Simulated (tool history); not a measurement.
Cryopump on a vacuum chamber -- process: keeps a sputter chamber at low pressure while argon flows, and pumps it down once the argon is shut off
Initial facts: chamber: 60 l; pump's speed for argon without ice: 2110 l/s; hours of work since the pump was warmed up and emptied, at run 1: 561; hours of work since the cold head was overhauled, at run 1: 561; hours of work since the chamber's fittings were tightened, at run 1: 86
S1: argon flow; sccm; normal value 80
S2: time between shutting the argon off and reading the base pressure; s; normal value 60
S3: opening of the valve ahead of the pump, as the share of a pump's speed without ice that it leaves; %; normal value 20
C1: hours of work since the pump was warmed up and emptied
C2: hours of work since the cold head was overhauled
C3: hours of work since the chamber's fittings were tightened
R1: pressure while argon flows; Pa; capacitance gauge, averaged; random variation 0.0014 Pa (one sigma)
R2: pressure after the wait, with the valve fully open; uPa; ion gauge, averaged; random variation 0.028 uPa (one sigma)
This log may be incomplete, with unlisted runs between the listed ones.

| run | hour | S1 | S2 | S3 | C1 | C2 | C3 | R1 | R2 |
|---|---|---|---|---|---|---|---|---|---|
| 1 | 0.0 | 80 | 60 | 20 | 561 | 561 | 86 | 0.3327 | 1.37 |
| 2 | 18.5 | 80 | 60 | 20 | 577 | 577 | 102 | 0.3311 | 1.34 |
| 3 | 40.4 | 80 | 60 | 17 | 596 | 596 | 122 | 0.3911 | 1.43 |
|  | 63.2 | pump warmed up, emptied and cooled again |
| 4 | 65.6 | 80 | 60 | 20 | 2 | 614 | 139 | 0.3201 | 1.29 |
| 5 | 79.3 | 80 | 60 | 20 | 14 | 626 | 151 | 0.3212 | 1.32 |
| 6 | 98.7 | 80 | 60 | 57 | 31 | 643 | 168 | 0.1133 | 1.38 |
| 7 | 118.4 | 69 | 60 | 20 | 48 | 660 | 186 | 0.2797 | 1.38 |
| 8 | 140.9 | 69 | 60 | 20 | 68 | 680 | 205 | 0.2777 | 1.36 |
| 9 | 152.1 | 69 | 60 | 20 | 78 | 690 | 215 | 0.2789 | 1.37 |
| 10 | 173.5 | 69 | 60 | 20 | 97 | 708 | 234 | 0.2767 | 1.35 |
| 11 | 190.7 | 69 | 60 | 20 | 112 | 723 | 249 | 0.2789 | 1.32 |
| 12 | 213.8 | 69 | 60 | 20 | 132 | 744 | 269 | 0.2800 | 1.34 |
| 13 | 227.0 | 69 | 60 | 20 | 144 | 755 | 281 | 0.2789 | 1.36 |
| 14 | 250.0 | 148 | 60 | 20 | 164 | 775 | 301 | 0.5965 | 1.39 |
| 15 | 271.6 | 80 | 178 | 20 | 183 | 794 | 320 | 0.3230 | 0.64 |
| 16 | 282.8 | 36 | 104 | 18 | 192 | 804 | 330 | 0.1625 | 0.91 |
| 17 | 297.5 | 36 | 104 | 18 | 205 | 817 | 342 | 0.1636 | 0.93 |
| 18 | 317.4 | 36 | 104 | 18 | 223 | 834 | 360 | 0.1631 | 0.92 |
| 19 | 339.4 | 36 | 104 | 18 | 242 | 854 | 379 | 0.1634 | 0.92 |
| 20 | 355.3 | 121 | 262 | 20 | 256 | 868 | 393 | 0.4915 | 0.53 |
| 21 | 365.3 | 95 | 60 | 20 | 265 | 876 | 402 | 0.3883 | 1.38 |
| 22 | 380.4 | 95 | 60 | 20 | 278 | 890 | 415 | 0.3855 | 1.44 |
| 23 | 398.4 | 106 | 53 | 56 | 294 | 905 | 431 | 0.1609 | 1.59 |
| 24 | 410.2 | 106 | 53 | 56 | 304 | 916 | 441 | 0.1605 | 1.62 |
| 25 | 425.4 | 97 | 27 | 49 | 317 | 929 | 455 | 0.1666 | 2.83 |
| 26 | 444.0 | 160 | 85 | 15 | 334 | 945 | 471 | 0.8687 | 1.08 |
| 27 | 461.4 | 75 | 71 | 43 | 349 | 961 | 486 | 0.1464 | 1.29 |

Below, each run's measurement less what the same run would have read without the hidden state. Both values contain the same run-to-run variation, but the gauge's scatter may not be the same in both:
Hidden state at play: pump's speed, % of a pump's without ice; cold plate's temperature, K; leak into the chamber, uPa l/s; drift of the gauge itself on working_pa, %; drift of the gauge itself on base_upa, %.
| run | R1 | R2 |
|---|---|---|
| 1 | +0.0117 | +0.06 |
| 2 | +0.0120 | +0.07 |
| 3 | +0.0124 | +0.08 |
| 4 | +0.0007 | +0.05 |
| 5 | +0.0009 | +0.05 |
| 6 | +0.0011 | +0.05 |
| 7 | +0.0013 | +0.06 |
| 8 | +0.0015 | +0.07 |
| 9 | +0.0017 | +0.07 |
| 10 | +0.0019 | +0.08 |
| 11 | +0.0022 | +0.08 |
| 12 | +0.0024 | +0.08 |
| 13 | +0.0026 | +0.09 |
| 14 | +0.0063 | +0.10 |
| 15 | +0.0037 | +0.10 |
| 16 | +0.0018 | +0.11 |
| 17 | +0.0019 | +0.11 |
| 18 | +0.0020 | +0.12 |
| 19 | +0.0022 | +0.12 |
| 20 | +0.0078 | +0.12 |
| 21 | +0.0064 | +0.13 |
| 22 | +0.0066 | +0.14 |
| 23 | +0.0079 | +0.14 |
| 24 | +0.0081 | +0.14 |
| 25 | +0.0077 | +0.15 |
| 26 | +0.0134 | +0.15 |
| 27 | +0.0065 | +0.16 |
